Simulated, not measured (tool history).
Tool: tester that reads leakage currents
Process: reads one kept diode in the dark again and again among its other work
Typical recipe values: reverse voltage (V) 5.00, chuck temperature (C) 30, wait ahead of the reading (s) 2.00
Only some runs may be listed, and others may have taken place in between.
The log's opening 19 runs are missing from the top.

run	day	reverse voltage (V)	chuck temperature (C)	wait ahead of the reading (s)	hours of work since the probe card was cleaned	hours of work since the tester was calibrated	hours of work since the chuck was calibrated	current that the tester gives (pA)
20	18.308	5.00	30	1.08	682	1177	1191	69.97
21	19.062	5.00	30	1.08	696	1191	1205	70.37
22	20.296	17.48	51	0.38	719	1215	1228	611.67
23	21.454	17.48	51	0.38	741	1236	1250	612.13
24	22.308	11.47	30	2.00	757	1252	1266	106.39
25	22.954	7.81	29	1.62	769	1264	1278	81.98
26	24.279	2.84	31	2.40	794	1289	1303	58.20
27	25.367	6.65	31	4.89	814	1310	1323	87.34
28	26.467	2.26	30	0.44	835	1330	1344	50.70
29	27.312	2.26	30	0.44	850	1346	1359	50.66
30	28.217	3.01	30	0.64	867	1363	1376	57.43
31	28.779	15.09	39	2.11	878	1373	1387	239.06
32	29.996	10.14	34	9.94	901	1396	1410	135.83
33	30.871	14.81	29	0.36	917	1413	1426	133.00
34	31.875	14.81	29	0.48	936	1431	1445	128.76
35	32.633	4.54	29	0.48	950	1446	1459	66.92

5 options for the next run, each taken on its own from the tool as it stands now. Forecast them:
A	33.250	3.90	36	1.76	962	1457	1471	?
B	33.250	2.28	28	9.28	962	1457	1471	?
C	33.250	1.79	48	2.53	962	1457	1471	?
D	33.250	4.54	56	3.12	962	1457	1471	?
E	33.250	1.41	30	0.88	962	1457	1471	?

run	current that the tester gives (pA)
A	102.44
B	42.37
C	183.04
D	490.88
E	40.45
With the hidden condition removed and each run's random variation left untouched, the same runs would have given:
run	current that the tester gives (pA)
A	85.93
B	34.20
C	163.42
D	440.45
E	34.05

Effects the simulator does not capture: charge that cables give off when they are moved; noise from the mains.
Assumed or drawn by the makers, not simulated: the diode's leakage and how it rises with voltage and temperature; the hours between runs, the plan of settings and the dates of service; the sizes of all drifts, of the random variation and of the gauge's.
